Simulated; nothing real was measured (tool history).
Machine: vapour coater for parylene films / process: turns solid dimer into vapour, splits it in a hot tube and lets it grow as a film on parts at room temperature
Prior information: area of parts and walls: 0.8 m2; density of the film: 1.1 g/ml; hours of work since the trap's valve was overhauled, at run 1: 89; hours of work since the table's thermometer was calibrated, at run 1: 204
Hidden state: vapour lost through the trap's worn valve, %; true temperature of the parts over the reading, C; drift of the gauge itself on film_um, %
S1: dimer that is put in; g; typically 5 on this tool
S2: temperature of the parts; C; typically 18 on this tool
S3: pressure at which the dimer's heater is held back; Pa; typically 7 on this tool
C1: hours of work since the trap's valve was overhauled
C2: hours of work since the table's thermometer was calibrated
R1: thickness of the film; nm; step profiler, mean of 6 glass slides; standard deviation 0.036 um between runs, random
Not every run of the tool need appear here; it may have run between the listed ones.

| run | day | S1 | S2 | S3 | C1 | C2 | R1 |
|---|---|---|---|---|---|---|---|
| 1 | 0 | 5 | 18 | 7 | 89 | 204 | 4130 |
| 2 | 1.246 | 5 | 18 | 7 | 104 | 219 | 4140 |
| 3 | 2.571 | 4 | 18 | 7 | 119 | 235 | 3300 |
| 4 | 3.825 | 8 | 18 | 7 | 134 | 249 | 6570 |
| 5 | 5.35 | 7 | 18 | 7 | 152 | 267 | 5590 |
| 6 | 6.821 | 7 | 18 | 7 | 169 | 285 | 5570 |
| 7 | 7.592 | 7 | 18 | 7 | 178 | 294 | 5690 |
| 8 | 8.504 | 5 | 18 | 7 | 189 | 304 | 4080 |
| 9 | 9.25 | 5 | 18 | 7 | 198 | 313 | 3950 |
| 10 | 10.6 | 5 | 18 | 7 | 214 | 329 | 3930 |
| 11 | 11.775 | 3 | 18 | 7 | 228 | 343 | 2360 |
| 12 | 12.675 | 3 | 18 | 7.19 | 238 | 354 | 2340 |
| 13 | 13.5 | 3 | 18 | 7.19 | 248 | 363 | 2330 |
| 14 | 14.992 | 3 | 26 | 2.26 | 265 | 381 | 1960 |
| 15 | 16.246 | 3 | 26 | 2.26 | 280 | 396 | 1930 |
|  | 16.533 | trap's valve overhauled |
| 16 | 17.538 | 5 | 11 | 2.16 | 12 | 409 | 4650 |
| 17 | 18.421 | 5 | 11 | 2.16 | 22 | 419 | 4710 |
| 18 | 19.746 | 7 | 12 | 4.94 | 38 | 435 | 6500 |
| 19 | 20.779 | 7 | 12 | 4.94 | 50 | 447 | 6510 |
|  | 21.008 | trap's valve overhauled, once more |
| 20 | 21.808 | 7 | 12 | 4.94 | 9 | 457 | 7680 |
| 21 | 22.45 | 7 | 27 | 2.01 | 17 | 465 | 4790 |
| 22 | 23.55 | 8 | 11 | 10.97 | 30 | 478 | 8630 |

Here are 4 independent what-if runs from the current tool condition. What would each one return?
| A | 25.079 | 8 | 27 | 2.36 | 48 | 496 | ? |
| B | 25.079 | 5 | 16 | 7 | 48 | 496 | ? |
| C | 25.079 | 3 | 18 | 7 | 48 | 496 | ? |
| D | 25.079 | 3 | 17 | 4.28 | 48 | 496 | ? |

| run | R1 |
|---|---|
| A | 5240 |
| B | 4610 |
| C | 2500 |
| D | 2820 |
The same runs, with their run-to-run variation unchanged, on a tool lacking any hidden condition would have given:
| run | R1 |
|---|---|
| A | 5370 |
| B | 4720 |
| C | 2570 |
| D | 2900 |
